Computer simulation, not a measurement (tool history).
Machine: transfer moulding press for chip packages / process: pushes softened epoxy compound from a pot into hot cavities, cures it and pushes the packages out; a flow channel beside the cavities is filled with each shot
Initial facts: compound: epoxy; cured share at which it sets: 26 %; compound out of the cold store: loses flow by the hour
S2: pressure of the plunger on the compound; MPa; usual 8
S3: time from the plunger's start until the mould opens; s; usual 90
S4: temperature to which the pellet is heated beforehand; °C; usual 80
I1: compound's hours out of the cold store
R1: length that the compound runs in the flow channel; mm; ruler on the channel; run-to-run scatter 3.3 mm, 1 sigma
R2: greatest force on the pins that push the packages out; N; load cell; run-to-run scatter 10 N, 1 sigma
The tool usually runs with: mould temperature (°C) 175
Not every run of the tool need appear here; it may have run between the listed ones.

{"run": 1, "day": 0.0, "mould temperature (°C)": 175, "S2": 8, "S3": 90, "S4": 80, "I1": 34.7, "R1": 779, "R2": 791}
{"day": 0.154, "done": "cavities cleaned with cleaning compound and waxed"}
{"run": 2, "day": 1.196, "mould temperature (°C)": 175, "S2": 8, "S3": 90, "S4": 80, "I1": 33, "R1": 788, "R2": 767}
{"run": 3, "day": 1.808, "mould temperature (°C)": 175, "S2": 8, "S3": 90, "S4": 80, "I1": 11.1, "R1": 892, "R2": 898}
{"day": 1.971, "done": "cavities cleaned with cleaning compound and waxed"}
{"run": 4, "day": 2.346, "mould temperature (°C)": 175, "S2": 8, "S3": 90, "S4": 80, "I1": 9, "R1": 901, "R2": 648}
{"run": 5, "day": 3.25, "mould temperature (°C)": 175, "S2": 8, "S3": 90, "S4": 80, "I1": 44.7, "R1": 732, "R2": 820}
{"day": 3.746, "done": "cavities cleaned with cleaning compound and waxed"}
{"run": 6, "day": 4.258, "mould temperature (°C)": 175, "S2": 8, "S3": 90, "S4": 80, "I1": 8.7, "R1": 898, "R2": 665}
{"run": 7, "day": 4.983, "mould temperature (°C)": 175, "S2": 8, "S3": 90, "S4": 80, "I1": 43.3, "R1": 735, "R2": 805}
{"day": 5.492, "done": "cavities cleaned with cleaning compound and waxed"}
{"run": 8, "day": 5.958, "mould temperature (°C)": 175, "S2": 8, "S3": 90, "S4": 77, "I1": 13.5, "R1": 871, "R2": 659}
{"run": 9, "day": 6.958, "mould temperature (°C)": 175, "S2": 8, "S3": 90, "S4": 77, "I1": 20.3, "R1": 834, "R2": 838}
{"day": 7.246, "done": "cavities cleaned with cleaning compound and waxed"}
{"run": 10, "day": 7.854, "mould temperature (°C)": 175, "S2": 8, "S3": 90, "S4": 80, "I1": 36.8, "R1": 754, "R2": 659}
{"run": 11, "day": 8.492, "mould temperature (°C)": 175, "S2": 8, "S3": 90, "S4": 80, "I1": 27.8, "R1": 792, "R2": 788}
{"day": 9.025, "done": "cavities cleaned with cleaning compound and waxed"}
{"day": 9.271, "done": "plunger's sealing rings changed"}
{"run": 12, "day": 9.729, "mould temperature (°C)": 175, "S2": 8, "S3": 90, "S4": 80, "I1": 46.3, "R1": 734, "R2": 667}
{"run": 13, "day": 10.542, "mould temperature (°C)": 175, "S2": 8, "S3": 90, "S4": 80, "I1": 38, "R1": 770, "R2": 809}
{"day": 10.9, "done": "cavities cleaned with cleaning compound and waxed"}
{"run": 14, "day": 11.254, "mould temperature (°C)": 175, "S2": 8, "S3": 90, "S4": 80, "I1": 10.9, "R1": 905, "R2": 642}
{"run": 15, "day": 12.333, "mould temperature (°C)": 175, "S2": 8, "S3": 105, "S4": 80, "I1": 18.2, "R1": 856, "R2": 734}
{"day": 12.629, "done": "cavities cleaned with cleaning compound and waxed"}
{"run": 16, "day": 13.396, "mould temperature (°C)": 169, "S2": 9.87, "S3": 86, "S4": 71, "I1": 29.7, "R1": 930, "R2": 1111}
{"run": 17, "day": 13.921, "mould temperature (°C)": 168, "S2": 9.87, "S3": 73, "S4": 77, "I1": 37.2, "R1": 882, "R2": 1823}
{"day": 14.433, "done": "cavities cleaned with cleaning compound and waxed"}
{"run": 18, "day": 14.675, "mould temperature (°C)": 168, "S2": 9.87, "S3": 73, "S4": 77, "I1": 41.3, "R1": 857, "R2": 1367}
{"run": 19, "day": 15.233, "mould temperature (°C)": 175, "S2": 8.73, "S3": 90, "S4": 80, "I1": 12, "R1": 927, "R2": 749}
{"run": 20, "day": 15.979, "mould temperature (°C)": 175, "S2": 8.73, "S3": 90, "S4": 80, "I1": 9, "R1": 950, "R2": 856}
{"day": 16.171, "done": "cavities cleaned with cleaning compound and waxed"}
{"run": 21, "day": 16.783, "mould temperature (°C)": 175, "S2": 9.05, "S3": 129, "S4": 80, "I1": 10.9, "R1": 945, "R2": 585}
{"day": 17.925, "done": "cavities cleaned with cleaning compound and waxed"}
{"run": 22, "day": 17.992, "mould temperature (°C)": 175, "S2": 9.05, "S3": 129, "S4": 80, "I1": 41.8, "R1": 786, "R2": 446}
{"run": 23, "day": 19.033, "mould temperature (°C)": 176, "S2": 9.05, "S3": 129, "S4": 88, "I1": 45.6, "R1": 759, "R2": 685}
{"run": 24, "day": 19.558, "mould temperature (°C)": 176, "S2": 9.05, "S3": 124, "S4": 87, "I1": 8.2, "R1": 946, "R2": 745}
{"day": 19.7, "done": "cavities cleaned with cleaning compound and waxed"}
{"run": 25, "day": 20.354, "mould temperature (°C)": 176, "S2": 9.05, "S3": 124, "S4": 87, "I1": 20.5, "R1": 881, "R2": 584}
{"day": 21.429, "done": "cavities cleaned with cleaning compound and waxed"}
{"run": 26, "day": 21.542, "mould temperature (°C)": 177, "S2": 8.24, "S3": 113, "S4": 84, "I1": 33.5, "R1": 768, "R2": 486}
{"run": 27, "day": 22.225, "mould temperature (°C)": 176, "S2": 8.71, "S3": 130, "S4": 70, "I1": 25.6, "R1": 839, "R2": 643}

A few steps of R1 between consecutive runs. Split each: what settings, incoming material and random variation would produce without the hidden state, and what is left over for the hidden state, along with gauge scatter present in only one of the two compared results (measured, and without hidden state):
The hidden state here: true mould temperature over the reading, C; pressure that reaches the compound, % of what is set; grip of the stained cavities, % over clean ones'; drift of the gauge itself on flow_mm, %; drift of the gauge itself on push_out_n, %.
Run 4 -> 5: no setting changed, nothing entered. R1 -169 mm: hidden state +2, all else -171.
Run 11 -> 12: cavities cleaned with cleaning compound and waxed, plunger's sealing rings changed. R1 -58 mm: hidden state +30, all else -88.
Run 23 -> 24: S3 129 -> 124, S4 88 -> 87. R1 +187 mm: hidden state -8, all else +195.
